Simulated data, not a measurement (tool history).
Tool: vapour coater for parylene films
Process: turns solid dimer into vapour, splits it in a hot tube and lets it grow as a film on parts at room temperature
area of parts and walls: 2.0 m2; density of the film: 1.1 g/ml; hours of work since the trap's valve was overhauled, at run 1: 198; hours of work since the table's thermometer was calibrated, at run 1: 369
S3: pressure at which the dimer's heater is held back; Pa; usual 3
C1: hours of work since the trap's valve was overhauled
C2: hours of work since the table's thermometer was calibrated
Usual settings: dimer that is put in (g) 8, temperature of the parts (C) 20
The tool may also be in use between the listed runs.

{"run": 1, "hour": 0.0, "dimer that is put in (g)": 8, "temperature of the parts (C)": 20, "S3": 3, "C1": 198, "C2": 369, "thickness of the film (um)": 2.58}
{"run": 2, "hour": 37.5, "dimer that is put in (g)": 8, "temperature of the parts (C)": 20, "S3": 3, "C1": 223, "C2": 395, "thickness of the film (um)": 2.5}
{"run": 3, "hour": 83.4, "dimer that is put in (g)": 4, "temperature of the parts (C)": 20, "S3": 3, "C1": 255, "C2": 426, "thickness of the film (um)": 1.22}
{"run": 4, "hour": 105.6, "dimer that is put in (g)": 9, "temperature of the parts (C)": 20, "S3": 3, "C1": 270, "C2": 441, "thickness of the film (um)": 2.82}
{"run": 5, "hour": 127.0, "dimer that is put in (g)": 8, "temperature of the parts (C)": 20, "S3": 3, "C1": 284, "C2": 456, "thickness of the film (um)": 2.45}
{"hour": 164.8, "done": "trap's valve overhauled"}
{"run": 6, "hour": 169.3, "dimer that is put in (g)": 8, "temperature of the parts (C)": 20, "S3": 3, "C1": 3, "C2": 482, "thickness of the film (um)": 2.72}
{"run": 7, "hour": 210.2, "dimer that is put in (g)": 8, "temperature of the parts (C)": 20, "S3": 4.02, "C1": 31, "C2": 510, "thickness of the film (um)": 2.5}
{"run": 8, "hour": 253.4, "dimer that is put in (g)": 8, "temperature of the parts (C)": 20, "S3": 4.02, "C1": 60, "C2": 539, "thickness of the film (um)": 2.51}
{"run": 9, "hour": 286.7, "dimer that is put in (g)": 8, "temperature of the parts (C)": 20, "S3": 4.02, "C1": 83, "C2": 562, "thickness of the film (um)": 2.42}
{"run": 10, "hour": 326.3, "dimer that is put in (g)": 8, "temperature of the parts (C)": 20, "S3": 4.02, "C1": 110, "C2": 589, "thickness of the film (um)": 2.43}
{"run": 11, "hour": 361.0, "dimer that is put in (g)": 8, "temperature of the parts (C)": 20, "S3": 4.02, "C1": 134, "C2": 613, "thickness of the film (um)": 2.41}
{"run": 12, "hour": 406.5, "dimer that is put in (g)": 10, "temperature of the parts (C)": 20, "S3": 3, "C1": 165, "C2": 644, "thickness of the film (um)": 3.2}
{"run": 13, "hour": 452.8, "dimer that is put in (g)": 8, "temperature of the parts (C)": 20, "S3": 7.43, "C1": 197, "C2": 675, "thickness of the film (um)": 2.05}
{"run": 14, "hour": 476.3, "dimer that is put in (g)": 8, "temperature of the parts (C)": 20, "S3": 7.43, "C1": 213, "C2": 691, "thickness of the film (um)": 2}
{"run": 15, "hour": 522.2, "dimer that is put in (g)": 8, "temperature of the parts (C)": 20, "S3": 7.43, "C1": 244, "C2": 723, "thickness of the film (um)": 1.97}
{"run": 16, "hour": 545.3, "dimer that is put in (g)": 6, "temperature of the parts (C)": 20, "S3": 3, "C1": 260, "C2": 739, "thickness of the film (um)": 1.85}
{"run": 17, "hour": 585.9, "dimer that is put in (g)": 6, "temperature of the parts (C)": 20, "S3": 3, "C1": 287, "C2": 766, "thickness of the film (um)": 1.78}
{"hour": 619.5, "done": "trap's valve overhauled"}
{"run": 18, "hour": 634.0, "dimer that is put in (g)": 6, "temperature of the parts (C)": 20, "S3": 3, "C1": 10, "C2": 796, "thickness of the film (um)": 2.06}
{"run": 19, "hour": 662.2, "dimer that is put in (g)": 8, "temperature of the parts (C)": 20, "S3": 3, "C1": 29, "C2": 816, "thickness of the film (um)": 2.71}
{"run": 20, "hour": 696.2, "dimer that is put in (g)": 8, "temperature of the parts (C)": 20, "S3": 3, "C1": 52, "C2": 839, "thickness of the film (um)": 2.7}
{"run": 21, "hour": 716.6, "dimer that is put in (g)": 8, "temperature of the parts (C)": 30, "S3": 3, "C1": 66, "C2": 853, "thickness of the film (um)": 1.88}
{"run": 22, "hour": 753.3, "dimer that is put in (g)": 8, "temperature of the parts (C)": 20, "S3": 3.35, "C1": 91, "C2": 878, "thickness of the film (um)": 2.59}
{"run": 23, "hour": 773.7, "dimer that is put in (g)": 8, "temperature of the parts (C)": 20, "S3": 3.35, "C1": 105, "C2": 892, "thickness of the film (um)": 2.53}
{"run": 24, "hour": 800.4, "dimer that is put in (g)": 8, "temperature of the parts (C)": 20, "S3": 4.27, "C1": 124, "C2": 910, "thickness of the film (um)": 2.39}
{"run": 25, "hour": 837.9, "dimer that is put in (g)": 8, "temperature of the parts (C)": 28, "S3": 4.83, "C1": 149, "C2": 936, "thickness of the film (um)": 1.69}
{"run": 26, "hour": 881.2, "dimer that is put in (g)": 8, "temperature of the parts (C)": 14, "S3": 5.97, "C1": 179, "C2": 965, "thickness of the film (um)": 2.7}
{"run": 27, "hour": 907.6, "dimer that is put in (g)": 6, "temperature of the parts (C)": 16, "S3": 2.99, "C1": 197, "C2": 983, "thickness of the film (um)": 2.17}
{"run": 28, "hour": 935.9, "dimer that is put in (g)": 6, "temperature of the parts (C)": 16, "S3": 2.99, "C1": 216, "C2": 1003, "thickness of the film (um)": 2.14}
{"run": 29, "hour": 976.6, "dimer that is put in (g)": 10, "temperature of the parts (C)": 19, "S3": 2.5, "C1": 244, "C2": 1030, "thickness of the film (um)": 3.36}
{"run": 30, "hour": 1004.4, "dimer that is put in (g)": 10, "temperature of the parts (C)": 19, "S3": 7.91, "C1": 263, "C2": 1049, "thickness of the film (um)": 2.52}
{"run": 31, "hour": 1038.1, "dimer that is put in (g)": 4, "temperature of the parts (C)": 16, "S3": 4.75, "C1": 286, "C2": 1072, "thickness of the film (um)": 1.27}
{"run": 32, "hour": 1065.4, "dimer that is put in (g)": 12, "temperature of the parts (C)": 28, "S3": 10.65, "C1": 304, "C2": 1091, "thickness of the film (um)": 1.98}
{"hour": 1073.5, "done": "trap's valve overhauled"}
{"run": 33, "hour": 1115.3, "dimer that is put in (g)": 4, "temperature of the parts (C)": 30, "S3": 3, "C1": 29, "C2": 1122, "thickness of the film (um)": 0.89}
{"run": 34, "hour": 1149.3, "dimer that is put in (g)": 4, "temperature of the parts (C)": 30, "S3": 3, "C1": 52, "C2": 1145, "thickness of the film (um)": 0.95}
{"run": 35, "hour": 1190.7, "dimer that is put in (g)": 3, "temperature of the parts (C)": 17, "S3": 11.86, "C1": 80, "C2": 1174, "thickness of the film (um)": 0.76}
{"run": 36, "hour": 1223.8, "dimer that is put in (g)": 8, "temperature of the parts (C)": 14, "S3": 3, "C1": 103, "C2": 1196, "thickness of the film (um)": 3.16}

The next listed run, before its measurement:
{"run": 37, "hour": 1255.2, "dimer that is put in (g)": 7, "temperature of the parts (C)": 15, "S3": 2.56, "C1": 124, "C2": 1218, "thickness of the film (um)": "?"}

thickness of the film (um): 2.8
Without the tool's hidden state the same run would have given thickness of the film (um) 3.03.

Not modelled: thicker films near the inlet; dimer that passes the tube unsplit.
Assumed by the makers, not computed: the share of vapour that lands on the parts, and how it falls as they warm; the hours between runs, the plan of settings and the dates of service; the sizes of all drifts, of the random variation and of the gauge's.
